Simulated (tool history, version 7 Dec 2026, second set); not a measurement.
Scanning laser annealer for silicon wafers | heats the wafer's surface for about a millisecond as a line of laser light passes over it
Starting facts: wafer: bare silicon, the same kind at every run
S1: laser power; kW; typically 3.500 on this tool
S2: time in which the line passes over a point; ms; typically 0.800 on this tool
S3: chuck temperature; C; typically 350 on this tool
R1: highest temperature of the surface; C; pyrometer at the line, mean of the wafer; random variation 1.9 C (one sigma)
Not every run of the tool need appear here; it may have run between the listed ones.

run 1 hour=0.0 | S1=3.500 S2=0.800 S3=350 | R1=1114
run 2 hour=25.2 | S1=3.500 S2=0.759 S3=350 | R1=1097
run 3 hour=50.0 | S1=3.340 S2=0.759 S3=350 | R1=1057
run 4 hour=68.8 | S1=3.340 S2=0.759 S3=350 | R1=1058
run 5 hour=84.0 | S1=3.500 S2=0.800 S3=350 | R1=1114
run 6 hour=110.5 | S1=3.500 S2=0.800 S3=350 | R1=1114
run 7 hour=132.9 | S1=3.500 S2=0.800 S3=325 | R1=1087
run 8 hour=146.4 | S1=3.500 S2=0.800 S3=325 | R1=1086
run 9 hour=171.6 | S1=3.087 S2=0.800 S3=350 | R1=1022
run 10 hour=191.8 | S1=3.087 S2=0.800 S3=350 | R1=1021
run 11 hour=208.9 | S1=3.500 S2=0.892 S3=350 | R1=1158
run 12 hour=235.5 | S1=3.500 S2=0.586 S3=360 | R1=996
run 13 hour=263.4 | S1=3.205 S2=0.632 S3=360 | R1=975
-- hour=280.2 window over the wafer cleaned
run 14 hour=293.6 | S1=3.102 S2=0.800 S3=343 | R1=1030
run 15 hour=313.1 | S1=3.102 S2=0.800 S3=343 | R1=1027
run 16 hour=329.3 | S1=3.102 S2=0.800 S3=343 | R1=1025
run 17 hour=347.5 | S1=3.102 S2=0.800 S3=343 | R1=1030
run 18 hour=372.7 | S1=3.619 S2=0.624 S3=367 | R1=1056
run 19 hour=392.4 | S1=3.619 S2=0.624 S3=367 | R1=1061
run 20 hour=411.6 | S1=3.642 S2=0.824 S3=353 | R1=1167
run 21 hour=436.3 | S1=3.642 S2=0.824 S3=353 | R1=1165

Forecast each of these 4 alternatives for the next run:
run A hour=460.1 | S1=3.448 S2=0.798 S3=385 | R1=?
run B hour=460.1 | S1=3.281 S2=0.562 S3=379 | R1=?
run C hour=460.1 | S1=3.642 S2=0.824 S3=373 | R1=?
run D hour=460.1 | S1=2.984 S2=0.800 S3=350 | R1=?

run=A R1=1145
run=B R1=974
run=C R1=1189
run=D R1=1009
Stripped of hidden state, with their random variation kept, the same runs would have yielded:
run=A R1=1149
run=B R1=977
run=C R1=1193
run=D R1=1012

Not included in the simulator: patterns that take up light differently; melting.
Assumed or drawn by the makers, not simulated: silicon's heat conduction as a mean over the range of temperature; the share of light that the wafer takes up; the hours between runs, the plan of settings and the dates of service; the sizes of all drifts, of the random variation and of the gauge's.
